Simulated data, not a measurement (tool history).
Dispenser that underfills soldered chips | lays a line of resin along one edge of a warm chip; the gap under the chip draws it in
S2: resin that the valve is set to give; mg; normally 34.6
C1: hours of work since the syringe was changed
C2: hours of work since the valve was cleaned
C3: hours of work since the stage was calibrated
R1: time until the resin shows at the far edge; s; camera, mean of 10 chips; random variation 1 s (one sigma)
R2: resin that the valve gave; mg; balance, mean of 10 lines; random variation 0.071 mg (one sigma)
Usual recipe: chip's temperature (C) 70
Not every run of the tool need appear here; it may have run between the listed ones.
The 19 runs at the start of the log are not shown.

run 20 day=5.642 | chip's_temperature_(C)=60 S2=34.2 | C1=5 C2=14 C3=220 | R1=271.2 R2=33.77
-- day=5.750 new syringe of resin
run 21 day=5.992 | chip's_temperature_(C)=60 S2=29.9 | C1=4 C2=20 C3=226 | R1=260.4 R2=29.51
-- day=6.167 new syringe of resin
run 22 day=6.354 | chip's_temperature_(C)=72 S2=35.6 | C1=3 C2=26 C3=232 | R1=120.2 R2=34.97
-- day=6.588 new syringe of resin
run 23 day=6.658 | chip's_temperature_(C)=72 S2=35.6 | C1=1 C2=30 C3=237 | R1=102.3 R2=34.72
run 24 day=6.917 | chip's_temperature_(C)=66 S2=39.4 | C1=5 C2=35 C3=241 | R1=201.0 R2=38.38
-- day=7.000 new syringe of resin
run 25 day=7.262 | chip's_temperature_(C)=70 S2=35.2 | C1=4 C2=40 C3=246 | R1=147.5 R2=34.12
-- day=7.429 new syringe of resin
run 26 day=7.450 | chip's_temperature_(C)=72 S2=42.5 | C1=0 C2=43 C3=249 | R1=93.4 R2=41.12
run 27 day=7.738 | chip's_temperature_(C)=67 S2=42.9 | C1=5 C2=48 C3=254 | R1=187.8 R2=41.17
-- day=7.854 dispensing valve cleaned and set on the balance
-- day=7.892 new syringe of resin
run 28 day=8.096 | chip's_temperature_(C)=73 S2=30.6 | C1=3 C2=4 C3=259 | R1=118.8 R2=30.52
-- day=8.312 new syringe of resin
run 29 day=8.446 | chip's_temperature_(C)=73 S2=30.6 | C1=2 C2=10 C3=265 | R1=112.4 R2=30.35
-- day=8.712 new syringe of resin
run 30 day=8.854 | chip's_temperature_(C)=68 S2=33.6 | C1=2 C2=16 C3=272 | R1=143.8 R2=33.19
-- day=9.138 new syringe of resin
run 31 day=9.275 | chip's_temperature_(C)=64 S2=39.2 | C1=2 C2=23 C3=278 | R1=168.7 R2=38.43
-- day=9.546 new syringe of resin
run 32 day=9.646 | chip's_temperature_(C)=64 S2=39.2 | C1=2 C2=29 C3=284 | R1=162.7 R2=38.33
-- day=9.979 new syringe of resin
run 33 day=10.058 | chip's_temperature_(C)=59 S2=35.7 | C1=1 C2=36 C3=291 | R1=205.4 R2=34.58
-- day=10.404 new syringe of resin
run 34 day=10.442 | chip's_temperature_(C)=74 S2=44.9 | C1=1 C2=42 C3=297 | R1=84.9 R2=43.40

Below are 3 alternative next runs, each starting from the tool's condition after run 34. Predict each:
-- day=10.812 new syringe of resin
run A day=10.825 | chip's_temperature_(C)=74 S2=32.6 | C1=0 C2=48 C3=303 | R1=? R2=?
-- day=10.812 new syringe of resin
run B day=10.825 | chip's_temperature_(C)=74 S2=38.6 | C1=0 C2=48 C3=303 | R1=? R2=?
-- day=10.812 new syringe of resin
run C day=10.825 | chip's_temperature_(C)=59 S2=43.0 | C1=0 C2=48 C3=303 | R1=? R2=?

run=A R1=87.0 R2=31.31
run=B R1=84.9 R2=36.97
run=C R1=190.9 R2=41.25
With the hidden condition removed and each run's random variation left untouched, the same runs would have given:
run=A R1=81.7 R2=32.63
run=B R1=80.1 R2=38.52
run=C R1=179.8 R2=42.98
